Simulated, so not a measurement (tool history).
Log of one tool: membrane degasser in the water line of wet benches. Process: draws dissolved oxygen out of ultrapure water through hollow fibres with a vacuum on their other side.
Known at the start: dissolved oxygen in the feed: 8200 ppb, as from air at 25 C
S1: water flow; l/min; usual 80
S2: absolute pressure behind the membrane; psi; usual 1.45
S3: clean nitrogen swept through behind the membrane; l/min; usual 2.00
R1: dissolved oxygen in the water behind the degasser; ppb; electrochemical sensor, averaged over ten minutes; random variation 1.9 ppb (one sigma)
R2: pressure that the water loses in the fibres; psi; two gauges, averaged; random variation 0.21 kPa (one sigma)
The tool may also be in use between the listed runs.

| run | hour | S1 | S2 | S3 | R1 | R2 |
|---|---|---|---|---|---|---|
| 1 | 0.0 | 80 | 1.45 | 2.00 | 521.8 | 6.817 |
| 2 | 149.6 | 80 | 1.45 | 2.00 | 521.8 | 6.754 |
| 3 | 251.3 | 80 | 1.45 | 2.00 | 521.1 | 6.821 |
| 4 | 320.8 | 80 | 1.45 | 2.00 | 521.5 | 6.750 |
| 5 | 410.0 | 80 | 1.45 | 2.00 | 525.5 | 6.772 |
| 6 | 557.1 | 80 | 1.45 | 2.00 | 523.5 | 6.770 |
| 7 | 645.4 | 80 | 1.45 | 2.00 | 517.3 | 6.820 |
| 8 | 788.4 | 80 | 1.45 | 5.39 | 232.1 | 6.856 |
| 9 | 932.4 | 51 | 1.45 | 5.39 | 149.8 | 4.306 |
| 10 | 1079.4 | 51 | 1.45 | 5.39 | 149.5 | 4.289 |
| 11 | 1165.2 | 51 | 1.45 | 5.39 | 149.3 | 4.321 |
| 12 | 1243.5 | 51 | 1.45 | 5.39 | 149.5 | 4.311 |
| 13 | 1331.8 | 80 | 1.45 | 2.00 | 519.5 | 6.818 |
| 14 | 1393.8 | 80 | 2.96 | 2.00 | 1204.9 | 6.801 |
| 15 | 1527.0 | 80 | 2.96 | 2.00 | 1212.5 | 6.767 |
| 16 | 1589.5 | 80 | 2.96 | 2.00 | 1202.3 | 6.773 |
| 17 | 1659.3 | 80 | 0.90 | 3.78 | 144.3 | 6.801 |
| 18 | 1726.9 | 100 | 2.41 | 1.54 | 1356.7 | 8.466 |
| 19 | 1857.4 | 100 | 2.41 | 1.54 | 1357.7 | 8.515 |
| 20 | 1930.5 | 100 | 2.41 | 1.54 | 1346.7 | 8.447 |
| 21 | 2078.1 | 103 | 1.67 | 1.54 | 900.2 | 8.762 |
| 22 | 2197.7 | 80 | 1.45 | 4.56 | 265.7 | 6.805 |
| 23 | 2301.5 | 80 | 1.45 | 4.56 | 263.6 | 6.750 |
| 24 | 2424.7 | 80 | 1.45 | 4.56 | 265.3 | 6.828 |
| 25 | 2560.8 | 80 | 1.13 | 1.50 | 442.6 | 6.766 |
| 26 | 2631.6 | 80 | 1.13 | 3.01 | 258.9 | 6.765 |
| 27 | 2748.1 | 80 | 1.13 | 3.01 | 256.2 | 6.817 |
| 28 | 2897.4 | 80 | 1.13 | 3.01 | 257.4 | 6.749 |
| 29 | 3040.2 | 80 | 1.13 | 3.01 | 257.8 | 6.781 |
| 30 | 3172.4 | 80 | 1.13 | 3.01 | 256.5 | 6.805 |
| 31 | 3281.4 | 115 | 1.13 | 5.03 | 243.3 | 9.728 |
| 32 | 3362.7 | 80 | 1.22 | 4.81 | 194.1 | 6.805 |

3 ways to go on from here, each from the tool as it stands after run 32. What would each give?
| A | 3431.7 | 84 | 1.45 | 2.00 | ? | ? |
| B | 3431.7 | 80 | 2.13 | 2.00 | ? | ? |
| C | 3431.7 | 80 | 1.48 | 4.81 | ? | ? |

| run | R1 | R2 |
|---|---|---|
| A | 532.7 | 7.111 |
| B | 832.4 | 6.811 |
| C | 257.1 | 6.824 |
Without the tool's hidden state the same runs would have given:
| run | R1 | R2 |
|---|---|---|
| A | 544.4 | 7.107 |
| B | 850.9 | 6.808 |
| C | 262.8 | 6.820 |
